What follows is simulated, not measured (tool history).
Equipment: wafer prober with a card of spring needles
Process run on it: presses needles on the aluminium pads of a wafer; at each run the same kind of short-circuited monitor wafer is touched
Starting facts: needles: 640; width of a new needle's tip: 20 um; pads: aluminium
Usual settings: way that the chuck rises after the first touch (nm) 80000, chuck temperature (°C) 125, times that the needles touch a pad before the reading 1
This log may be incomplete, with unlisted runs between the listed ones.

run	hour	way that the chuck rises after the first touch (nm)	chuck temperature (°C)	times that the needles touch a pad before the reading	resistance of one needle with its contact and lead (mohm)	way that a needle slides on the pad (nm)
1	0	80000	125	1	304	13410
# hour 11: tips cleaned on abrasive film
2	13.2	80000	125	1	303	13390
# hour 16.1: height of the first contact set anew
# hour 24.7: tips cleaned on abrasive film
3	27.7	80000	125	1	301	13390
# hour 38.1: tips cleaned on abrasive film
4	43.9	80000	125	1	302	13350
# hour 51.8: tips cleaned on abrasive film
5	61.2	80000	58	1	285	13370
# hour 66: tips cleaned on abrasive film
6	78.3	80000	125	1	304	13330
# hour 79.3: tips cleaned on abrasive film
# hour 93.8: tips cleaned on abrasive film
7	95.9	80000	125	1	302	13300
8	105.4	80000	125	1	302	13290
# hour 107.4: tips cleaned on abrasive film
# hour 121.4: tips cleaned on abrasive film
9	123.3	80000	125	2	300	13290
# hour 135.4: tips cleaned on abrasive film
10	135.4	80000	125	2	305	13270
11	144.4	80000	125	2	300	13260
# hour 148.8: tips cleaned on abrasive film
# hour 153.6: gauge calibrated
12	160.6	94000	72	2	283	15750
# hour 162.3: tips cleaned on abrasive film
# hour 175.9: tips cleaned on abrasive film
13	178.4	67000	125	1	308	11240
# hour 189.3: tips cleaned on abrasive film
14	189.3	67000	125	1	306	11210
# hour 198.2: height of the first contact set anew
# hour 203.8: tips cleaned on abrasive film
15	203.8	67000	125	1	309	11160

Estimate the outcome of run 16 from the log above:
# hour 217.6: tips cleaned on abrasive film
16	221.4	79000	62	1	?	?

{"run 16": {"resistance of one needle with its contact and lead (mohm)": 284, "way that a needle slides on the pad (nm)": 13180}}
The same run, on a tool lacking any hidden state, would have yielded resistance of one needle with its contact and lead (mohm) 284, way that a needle slides on the pad (nm) 13240.
